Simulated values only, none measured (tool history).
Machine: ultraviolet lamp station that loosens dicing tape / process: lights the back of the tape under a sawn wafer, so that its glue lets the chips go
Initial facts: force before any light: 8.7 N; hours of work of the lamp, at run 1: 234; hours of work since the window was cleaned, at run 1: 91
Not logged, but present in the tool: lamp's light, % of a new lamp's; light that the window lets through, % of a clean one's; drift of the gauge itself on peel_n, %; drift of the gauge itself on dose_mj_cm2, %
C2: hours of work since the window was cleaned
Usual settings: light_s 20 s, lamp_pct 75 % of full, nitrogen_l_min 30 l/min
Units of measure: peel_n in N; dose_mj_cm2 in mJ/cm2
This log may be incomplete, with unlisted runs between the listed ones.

run 1 hour=0.0 | light_s=20 lamp_pct=75 nitrogen_l_min=30 | hours_of_work_of_the_lamp=234 C2=91 | peel_n=1.371 dose_mj_cm2=466
run 2 hour=13.2 | light_s=20 lamp_pct=75 nitrogen_l_min=30 | hours_of_work_of_the_lamp=240 C2=97 | peel_n=1.371 dose_mj_cm2=463
run 3 hour=24.4 | light_s=20 lamp_pct=75 nitrogen_l_min=30 | hours_of_work_of_the_lamp=245 C2=102 | peel_n=1.347 dose_mj_cm2=465
run 4 hour=29.9 | light_s=20 lamp_pct=75 nitrogen_l_min=30 | hours_of_work_of_the_lamp=247 C2=104 | peel_n=1.360 dose_mj_cm2=461
run 5 hour=39.9 | light_s=14 lamp_pct=75 nitrogen_l_min=30 | hours_of_work_of_the_lamp=252 C2=109 | peel_n=2.292 dose_mj_cm2=326
run 6 hour=50.4 | light_s=20 lamp_pct=75 nitrogen_l_min=30 | hours_of_work_of_the_lamp=257 C2=114 | peel_n=1.373 dose_mj_cm2=459
run 7 hour=62.3 | light_s=12 lamp_pct=75 nitrogen_l_min=30 | hours_of_work_of_the_lamp=262 C2=119 | peel_n=2.917 dose_mj_cm2=273
run 8 hour=70.0 | light_s=12 lamp_pct=75 nitrogen_l_min=30 | hours_of_work_of_the_lamp=265 C2=122 | peel_n=2.826 dose_mj_cm2=270
run 9 hour=78.7 | light_s=12 lamp_pct=75 nitrogen_l_min=30 | hours_of_work_of_the_lamp=269 C2=126 | peel_n=2.800 dose_mj_cm2=270
run 10 hour=87.9 | light_s=12 lamp_pct=75 nitrogen_l_min=30 | hours_of_work_of_the_lamp=274 C2=131 | peel_n=2.774 dose_mj_cm2=271
run 11 hour=93.7 | light_s=12 lamp_pct=75 nitrogen_l_min=30 | hours_of_work_of_the_lamp=276 C2=133 | peel_n=2.852 dose_mj_cm2=269
run 12 hour=102.9 | light_s=20 lamp_pct=75 nitrogen_l_min=15 | hours_of_work_of_the_lamp=280 C2=137 | peel_n=2.167 dose_mj_cm2=444
run 13 hour=109.1 | light_s=20 lamp_pct=75 nitrogen_l_min=46 | hours_of_work_of_the_lamp=283 C2=140 | peel_n=1.110 dose_mj_cm2=444
run 14 hour=118.7 | light_s=13 lamp_pct=75 nitrogen_l_min=30 | hours_of_work_of_the_lamp=287 C2=144 | peel_n=2.641 dose_mj_cm2=292
run 15 hour=124.6 | light_s=13 lamp_pct=75 nitrogen_l_min=30 | hours_of_work_of_the_lamp=290 C2=147 | peel_n=2.645 dose_mj_cm2=289
run 16 hour=132.0 | light_s=13 lamp_pct=80 nitrogen_l_min=31 | hours_of_work_of_the_lamp=293 C2=150 | peel_n=2.430 dose_mj_cm2=307
run 17 hour=140.5 | light_s=35 lamp_pct=76 nitrogen_l_min=13 | hours_of_work_of_the_lamp=297 C2=154 | peel_n=1.010 dose_mj_cm2=785
run 18 hour=149.3 | light_s=35 lamp_pct=76 nitrogen_l_min=13 | hours_of_work_of_the_lamp=301 C2=158 | peel_n=0.972 dose_mj_cm2=778
run 19 hour=160.4 | light_s=20 lamp_pct=98 nitrogen_l_min=24 | hours_of_work_of_the_lamp=306 C2=163 | peel_n=1.073 dose_mj_cm2=574
run 20 hour=167.6 | light_s=20 lamp_pct=95 nitrogen_l_min=40 | hours_of_work_of_the_lamp=310 C2=167 | peel_n=0.810 dose_mj_cm2=552
run 21 hour=174.4 | light_s=36 lamp_pct=90 nitrogen_l_min=30 | hours_of_work_of_the_lamp=313 C2=170 | peel_n=0.351 dose_mj_cm2=937
run 22 hour=185.3 | light_s=36 lamp_pct=66 nitrogen_l_min=30 | hours_of_work_of_the_lamp=318 C2=175 | peel_n=0.661 dose_mj_cm2=681
run 23 hour=191.8 | light_s=36 lamp_pct=66 nitrogen_l_min=30 | hours_of_work_of_the_lamp=321 C2=178 | peel_n=0.635 dose_mj_cm2=682
run 24 hour=202.2 | light_s=36 lamp_pct=66 nitrogen_l_min=30 | hours_of_work_of_the_lamp=325 C2=182 | peel_n=0.673 dose_mj_cm2=671
run 25 hour=210.0 | light_s=36 lamp_pct=71 nitrogen_l_min=41 | hours_of_work_of_the_lamp=329 C2=186 | peel_n=0.442 dose_mj_cm2=730
run 26 hour=219.2 | light_s=13 lamp_pct=88 nitrogen_l_min=30 | hours_of_work_of_the_lamp=333 C2=190 | peel_n=2.288 dose_mj_cm2=328
run 27 hour=228.4 | light_s=21 lamp_pct=66 nitrogen_l_min=12 | hours_of_work_of_the_lamp=337 C2=194 | peel_n=2.833 dose_mj_cm2=394

Consider 3 possible next runs. They are alternatives, not a sequence: every one starts from the tool as it was left by run 27. What does each give?
run A hour=236.1 | light_s=17 lamp_pct=99 nitrogen_l_min=41 | hours_of_work_of_the_lamp=341 C2=198 | peel_n=? dose_mj_cm2=?
run B hour=236.1 | light_s=20 lamp_pct=76 nitrogen_l_min=45 | hours_of_work_of_the_lamp=341 C2=198 | peel_n=? dose_mj_cm2=?
run C hour=236.1 | light_s=21 lamp_pct=83 nitrogen_l_min=12 | hours_of_work_of_the_lamp=341 C2=198 | peel_n=? dose_mj_cm2=?

run=A peel_n=1.028 dose_mj_cm2=477
run=B peel_n=1.198 dose_mj_cm2=431
run=C peel_n=2.119 dose_mj_cm2=493
With the hidden condition removed and each run's random variation left untouched, the same runs would have given:
run=A peel_n=0.681 dose_mj_cm2=589
run=B peel_n=0.805 dose_mj_cm2=532
run=C peel_n=1.562 dose_mj_cm2=608
